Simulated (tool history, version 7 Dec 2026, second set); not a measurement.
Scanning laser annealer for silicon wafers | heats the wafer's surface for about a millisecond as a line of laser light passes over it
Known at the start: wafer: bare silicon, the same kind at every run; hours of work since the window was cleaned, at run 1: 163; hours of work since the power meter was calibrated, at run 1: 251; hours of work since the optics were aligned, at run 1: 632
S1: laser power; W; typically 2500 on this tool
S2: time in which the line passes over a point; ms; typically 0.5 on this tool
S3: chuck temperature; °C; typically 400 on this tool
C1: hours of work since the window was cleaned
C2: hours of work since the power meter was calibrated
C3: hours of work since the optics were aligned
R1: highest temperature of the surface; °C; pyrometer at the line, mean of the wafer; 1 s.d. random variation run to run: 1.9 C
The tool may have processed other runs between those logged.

run 1 hour=0 | S1=2500 S2=0.5 S3=400 | C1=163 C2=251 C3=632 | R1=1090
run 2 hour=20.3 | S1=2500 S2=0.5 S3=400 | C1=178 C2=266 C3=646 | R1=1090
run 3 hour=39.5 | S1=2540 S2=0.5 S3=400 | C1=191 C2=279 C3=660 | R1=1104
run 4 hour=54.2 | S1=2540 S2=0.5 S3=400 | C1=202 C2=290 C3=670 | R1=1101
run 5 hour=74.8 | S1=2500 S2=0.5 S3=400 | C1=216 C2=304 C3=685 | R1=1088
run 6 hour=101 | S1=2500 S2=0.5 S3=400 | C1=235 C2=323 C3=704 | R1=1089
run 7 hour=127 | S1=2500 S2=0.5 S3=400 | C1=253 C2=341 C3=722 | R1=1086
run 8 hour=145.3 | S1=2500 S2=0.5 S3=400 | C1=266 C2=354 C3=735 | R1=1091
run 9 hour=171.1 | S1=2500 S2=0.371 S3=400 | C1=285 C2=373 C3=753 | R1=997
run 10 hour=196.1 | S1=2500 S2=0.371 S3=400 | C1=302 C2=390 C3=771 | R1=996
run 11 hour=214.6 | S1=2680 S2=0.5 S3=400 | C1=315 C2=403 C3=784 | R1=1129
run 12 hour=235.1 | S1=2680 S2=0.5 S3=400 | C1=330 C2=418 C3=799 | R1=1130
-- hour=259.5 window over the wafer cleaned
run 13 hour=262.9 | S1=2500 S2=0.5 S3=400 | C1=2 C2=436 C3=817 | R1=1097
run 14 hour=292.1 | S1=2500 S2=0.5 S3=400 | C1=23 C2=457 C3=838 | R1=1095
run 15 hour=308 | S1=2500 S2=0.5 S3=400 | C1=34 C2=468 C3=849 | R1=1098
run 16 hour=337.4 | S1=2500 S2=0.5 S3=400 | C1=55 C2=489 C3=870 | R1=1094
run 17 hour=356.2 | S1=2172 S2=0.5 S3=400 | C1=69 C2=502 C3=883 | R1=1011
run 18 hour=375.2 | S1=2500 S2=0.5 S3=400 | C1=82 C2=516 C3=897 | R1=1097
run 19 hour=388.9 | S1=2500 S2=0.5 S3=400 | C1=92 C2=526 C3=906 | R1=1096
run 20 hour=403.5 | S1=2500 S2=0.5 S3=400 | C1=102 C2=536 C3=917 | R1=1096
run 21 hour=433 | S1=2500 S2=0.354 S3=395 | C1=123 C2=557 C3=938 | R1=988
run 22 hour=449.4 | S1=2500 S2=0.5 S3=375 | C1=135 C2=568 C3=949 | R1=1064
run 23 hour=470.3 | S1=2321 S2=0.418 S3=415 | C1=150 C2=583 C3=964 | R1=1010
run 24 hour=496.4 | S1=2656 S2=0.5 S3=423 | C1=168 C2=602 C3=983 | R1=1152
run 25 hour=519 | S1=2148 S2=0.5 S3=379 | C1=184 C2=618 C3=999 | R1=977
run 26 hour=542.2 | S1=2658 S2=0.5 S3=384 | C1=201 C2=634 C3=1015 | R1=1112
run 27 hour=571.9 | S1=2689 S2=0.426 S3=400 | C1=222 C2=655 C3=1036 | R1=1082
run 28 hour=593.4 | S1=2689 S2=0.426 S3=400 | C1=237 C2=671 C3=1051 | R1=1078
run 29 hour=610.2 | S1=2598 S2=0.5 S3=383 | C1=249 C2=683 C3=1063 | R1=1096
run 30 hour=640.9 | S1=2269 S2=0.46 S3=400 | C1=271 C2=704 C3=1085 | R1=1006
run 31 hour=655.4 | S1=2327 S2=0.358 S3=369 | C1=281 C2=715 C3=1095 | R1=918
run 32 hour=669.6 | S1=2737 S2=0.474 S3=362 | C1=291 C2=725 C3=1105 | R1=1087
run 33 hour=689.5 | S1=2430 S2=0.577 S3=388 | C1=305 C2=739 C3=1120 | R1=1098
run 34 hour=717.9 | S1=2500 S2=0.473 S3=395 | C1=325 C2=759 C3=1140 | R1=1061
-- hour=748.6 window over the wafer cleaned
run 35 hour=748.6 | S1=2500 S2=0.5 S3=427 | C1=0 C2=779 C3=1160 | R1=1121
run 36 hour=775.3 | S1=2219 S2=0.425 S3=435 | C1=19 C2=798 C3=1179 | R1=1015
run 37 hour=796.3 | S1=2219 S2=0.425 S3=435 | C1=34 C2=813 C3=1194 | R1=1009

3 options for the next run, each taken on its own from the tool as it stands now. Forecast them:
run A hour=826.3 | S1=2462 S2=0.611 S3=405 | C1=55 C2=834 C3=1215 | R1=?
run B hour=826.3 | S1=2500 S2=0.456 S3=361 | C1=55 C2=834 C3=1215 | R1=?
run C hour=826.3 | S1=2226 S2=0.611 S3=400 | C1=55 C2=834 C3=1215 | R1=?

run=A R1=1151
run=B R1=1020
run=C R1=1080
With the hidden condition removed and each run's random variation left untouched, the same runs would have given:
run=A R1=1169
run=B R1=1036
run=C R1=1096

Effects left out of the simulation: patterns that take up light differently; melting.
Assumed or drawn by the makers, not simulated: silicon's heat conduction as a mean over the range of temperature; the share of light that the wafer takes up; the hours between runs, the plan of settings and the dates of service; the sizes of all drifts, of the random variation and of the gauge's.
